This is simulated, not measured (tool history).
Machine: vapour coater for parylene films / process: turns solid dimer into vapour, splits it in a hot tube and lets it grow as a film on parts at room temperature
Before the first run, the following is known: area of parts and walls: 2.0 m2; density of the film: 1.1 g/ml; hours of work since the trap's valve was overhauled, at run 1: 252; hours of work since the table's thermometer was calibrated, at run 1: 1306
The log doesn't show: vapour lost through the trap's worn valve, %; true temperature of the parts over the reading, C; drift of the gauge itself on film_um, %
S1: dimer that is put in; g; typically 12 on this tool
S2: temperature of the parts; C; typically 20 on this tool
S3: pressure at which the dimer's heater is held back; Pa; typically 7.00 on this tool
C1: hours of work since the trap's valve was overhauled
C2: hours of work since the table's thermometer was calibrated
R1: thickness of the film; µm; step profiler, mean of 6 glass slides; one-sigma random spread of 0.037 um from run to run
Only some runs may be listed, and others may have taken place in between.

run,day,S1,S2,S3,C1,C2,R1
1,0.000,12,20,7.00,252,1306,3.58
2,1.258,13,20,7.00,277,1332,3.86
3,2.271,12,20,7.00,298,1352,3.57
4,3.917,10,20,7.00,331,1385,2.91
5,5.304,6,20,7.00,359,1413,1.75
6,7.346,7,20,7.00,400,1454,2.03
7,9.088,7,20,7.00,435,1490,1.98
8,10.117,12,23,7.00,456,1510,3.23
9,11.112,12,20,2.72,476,1530,4.15
# day 11.571: trap's valve overhauled
10,12.842,12,20,2.72,26,1562,4.74
11,14.346,12,20,7.00,56,1592,3.84
12,15.958,19,15,6.36,88,1625,6.57
13,17.225,7,16,6.90,114,1650,2.37
14,18.596,9,29,7.00,142,1678,2.43
# day 18.850: table's thermometer calibrated
15,20.596,9,29,3.29,181,35,2.80
16,22.529,19,16,2.66,220,74,7.70
# day 24.708: table's thermometer calibrated, once more
17,24.892,19,16,2.66,267,4,7.31
18,26.696,11,21,8.36,303,40,3.06
19,28.850,11,21,8.36,347,83,2.95
20,29.962,11,21,8.36,369,106,2.95
21,31.296,11,21,2.64,396,133,3.83

Alternative continuations, all from the tool just after run 21; predict every row:
A,32.892,16,20,3.11,428,165,?
B,32.892,15,31,7.00,428,165,?
C,32.892,11,25,2.64,428,165,?

run,R1
A,5.36
B,3.61
C,3.60
Without the tool's hidden state the same runs would have given:
run,R1
A,6.10
B,4.11
C,4.10
